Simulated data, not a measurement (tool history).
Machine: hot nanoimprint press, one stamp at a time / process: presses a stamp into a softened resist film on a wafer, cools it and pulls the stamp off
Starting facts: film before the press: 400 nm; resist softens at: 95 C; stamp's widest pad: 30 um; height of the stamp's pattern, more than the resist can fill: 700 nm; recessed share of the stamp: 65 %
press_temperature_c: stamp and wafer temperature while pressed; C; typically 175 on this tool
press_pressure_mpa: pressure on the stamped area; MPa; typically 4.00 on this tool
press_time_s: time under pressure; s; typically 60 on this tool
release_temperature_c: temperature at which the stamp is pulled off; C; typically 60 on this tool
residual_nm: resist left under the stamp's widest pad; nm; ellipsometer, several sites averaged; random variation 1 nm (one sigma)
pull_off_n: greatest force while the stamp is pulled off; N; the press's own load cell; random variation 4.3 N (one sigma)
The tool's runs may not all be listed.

run 1 hour=0.0 | press_temperature_c=175 press_pressure_mpa=4.00 press_time_s=60 release_temperature_c=60 | residual_nm=162.6 pull_off_n=248
run 2 hour=22.3 | press_temperature_c=175 press_pressure_mpa=4.00 press_time_s=60 release_temperature_c=60 | residual_nm=163.8 pull_off_n=252
run 3 hour=43.6 | press_temperature_c=175 press_pressure_mpa=2.74 press_time_s=60 release_temperature_c=60 | residual_nm=199.1 pull_off_n=255
run 4 hour=56.1 | press_temperature_c=175 press_pressure_mpa=2.74 press_time_s=60 release_temperature_c=60 | residual_nm=201.0 pull_off_n=267
run 5 hour=76.6 | press_temperature_c=175 press_pressure_mpa=4.00 press_time_s=73 release_temperature_c=60 | residual_nm=153.7 pull_off_n=263
run 6 hour=94.5 | press_temperature_c=175 press_pressure_mpa=4.00 press_time_s=73 release_temperature_c=60 | residual_nm=153.9 pull_off_n=281
run 7 hour=108.2 | press_temperature_c=175 press_pressure_mpa=4.00 press_time_s=73 release_temperature_c=60 | residual_nm=153.5 pull_off_n=281
run 8 hour=128.9 | press_temperature_c=175 press_pressure_mpa=4.00 press_time_s=60 release_temperature_c=60 | residual_nm=166.0 pull_off_n=287
run 9 hour=151.1 | press_temperature_c=175 press_pressure_mpa=4.00 press_time_s=60 release_temperature_c=60 | residual_nm=167.3 pull_off_n=302
run 10 hour=170.0 | press_temperature_c=175 press_pressure_mpa=4.00 press_time_s=60 release_temperature_c=60 | residual_nm=166.8 pull_off_n=299
run 11 hour=188.3 | press_temperature_c=175 press_pressure_mpa=4.00 press_time_s=60 release_temperature_c=59 | residual_nm=165.0 pull_off_n=316
run 12 hour=213.0 | press_temperature_c=175 press_pressure_mpa=4.00 press_time_s=60 release_temperature_c=59 | residual_nm=165.5 pull_off_n=323
run 13 hour=231.6 | press_temperature_c=175 press_pressure_mpa=4.00 press_time_s=60 release_temperature_c=59 | residual_nm=166.5 pull_off_n=339
run 14 hour=246.0 | press_temperature_c=175 press_pressure_mpa=4.00 press_time_s=60 release_temperature_c=59 | residual_nm=166.7 pull_off_n=341
run 15 hour=259.7 | press_temperature_c=175 press_pressure_mpa=4.00 press_time_s=60 release_temperature_c=60 | residual_nm=166.1 pull_off_n=329
run 16 hour=281.3 | press_temperature_c=164 press_pressure_mpa=4.00 press_time_s=60 release_temperature_c=65 | residual_nm=236.7 pull_off_n=293
-- hour=305.4 stamp cleaned and given a new release coat
run 17 hour=305.5 | press_temperature_c=175 press_pressure_mpa=4.00 press_time_s=60 release_temperature_c=63 | residual_nm=167.4 pull_off_n=199
run 18 hour=316.7 | press_temperature_c=181 press_pressure_mpa=4.89 press_time_s=60 release_temperature_c=46 | residual_nm=124.8 pull_off_n=303
-- hour=337.0 plate thermocouple calibrated
run 19 hour=343.0 | press_temperature_c=181 press_pressure_mpa=4.89 press_time_s=60 release_temperature_c=46 | residual_nm=121.9 pull_off_n=313
run 20 hour=362.2 | press_temperature_c=169 press_pressure_mpa=4.89 press_time_s=95 release_temperature_c=46 | residual_nm=151.1 pull_off_n=306
run 21 hour=380.1 | press_temperature_c=174 press_pressure_mpa=3.38 press_time_s=83 release_temperature_c=60 | residual_nm=162.9 pull_off_n=235
run 22 hour=394.3 | press_temperature_c=174 press_pressure_mpa=3.38 press_time_s=83 release_temperature_c=60 | residual_nm=164.4 pull_off_n=234
run 23 hour=412.4 | press_temperature_c=175 press_pressure_mpa=4.78 press_time_s=60 release_temperature_c=60 | residual_nm=146.9 pull_off_n=238
run 24 hour=435.3 | press_temperature_c=178 press_pressure_mpa=4.00 press_time_s=60 release_temperature_c=63 | residual_nm=149.5 pull_off_n=224
run 25 hour=459.6 | press_temperature_c=178 press_pressure_mpa=4.00 press_time_s=60 release_temperature_c=63 | residual_nm=149.2 pull_off_n=227
run 26 hour=474.5 | press_temperature_c=178 press_pressure_mpa=4.00 press_time_s=60 release_temperature_c=63 | residual_nm=149.2 pull_off_n=236
run 27 hour=494.0 | press_temperature_c=183 press_pressure_mpa=3.86 press_time_s=46 release_temperature_c=48 | residual_nm=144.0 pull_off_n=342
run 28 hour=516.4 | press_temperature_c=186 press_pressure_mpa=4.35 press_time_s=41 release_temperature_c=59 | residual_nm=130.5 pull_off_n=284
run 29 hour=540.8 | press_temperature_c=183 press_pressure_mpa=4.00 press_time_s=86 release_temperature_c=60 | residual_nm=110.5 pull_off_n=280

Predict each of these 4 candidate next runs independently; none follows another, all start after run 29:
run A hour=552.3 | press_temperature_c=175 press_pressure_mpa=2.81 press_time_s=60 release_temperature_c=60 | residual_nm=? pull_off_n=?
run B hour=552.3 | press_temperature_c=171 press_pressure_mpa=4.00 press_time_s=81 release_temperature_c=61 | residual_nm=? pull_off_n=?
run C hour=552.3 | press_temperature_c=175 press_pressure_mpa=4.00 press_time_s=60 release_temperature_c=58 | residual_nm=? pull_off_n=?
run D hour=552.3 | press_temperature_c=179 press_pressure_mpa=4.42 press_time_s=60 release_temperature_c=57 | residual_nm=? pull_off_n=?

run=A residual_nm=194.9 pull_off_n=280
run=B residual_nm=168.6 pull_off_n=274
run=C residual_nm=164.7 pull_off_n=297
run=D residual_nm=137.0 pull_off_n=301
Had the tool no hidden state, the same runs would have come out as:
run=A residual_nm=191.6 pull_off_n=209
run=B residual_nm=165.0 pull_off_n=204
run=C residual_nm=161.2 pull_off_n=222
run=D residual_nm=133.9 pull_off_n=225

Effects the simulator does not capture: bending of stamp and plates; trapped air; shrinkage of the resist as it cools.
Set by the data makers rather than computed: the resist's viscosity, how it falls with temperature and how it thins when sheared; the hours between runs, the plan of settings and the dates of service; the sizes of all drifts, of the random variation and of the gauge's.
